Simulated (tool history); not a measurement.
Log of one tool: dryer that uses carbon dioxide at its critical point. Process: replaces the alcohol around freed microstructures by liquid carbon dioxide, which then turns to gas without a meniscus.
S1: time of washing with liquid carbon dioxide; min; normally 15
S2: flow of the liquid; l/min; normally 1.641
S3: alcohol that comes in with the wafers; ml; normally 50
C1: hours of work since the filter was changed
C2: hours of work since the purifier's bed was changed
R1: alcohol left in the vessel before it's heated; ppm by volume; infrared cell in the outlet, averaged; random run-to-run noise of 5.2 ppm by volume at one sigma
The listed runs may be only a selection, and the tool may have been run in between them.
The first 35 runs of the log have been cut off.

run   hour  S1     S2   S3   C1   C2    R1
 36  479.7  13  1.000   54   77  505  1240
 37  498.0  16  2.070  108   91  518   128
 38  511.8  23  1.800   25  101  529    83
 39  530.2  15  1.520   67  115  543   305
 40  543.2  15  2.710   95  125  552    97
 41  563.2  19  1.190   50  140  567   270
 42  574.8  19  1.190   50  149  576   288
 43  588.6  12  1.940   62  159  587   288
 44  597.2  10  2.240   50  165  593   274
 45  608.1  10  2.240   50  174  601   278
 46  622.8  11  1.240   26  185  612   618

What if the next run were any one of these 4? Each begins from the tool's condition after run 46:
     630.1  -- inlet filter changed
  A  641.2  11  1.240  42   8  625   ?
     630.1  -- inlet filter changed
  B  641.2  22  1.950  50   8  625   ?
     630.1  -- inlet filter changed
  C  641.2  23  1.641  56   8  625   ?
     630.1  -- inlet filter changed
  D  641.2  15  1.010  50   8  625   ?

run   R1
  A  844
  B  103
  C   92
  D  766
Without the tool's hidden state the same runs would have given:
run   R1
  A  738
  B    9
  C    1
  D  659

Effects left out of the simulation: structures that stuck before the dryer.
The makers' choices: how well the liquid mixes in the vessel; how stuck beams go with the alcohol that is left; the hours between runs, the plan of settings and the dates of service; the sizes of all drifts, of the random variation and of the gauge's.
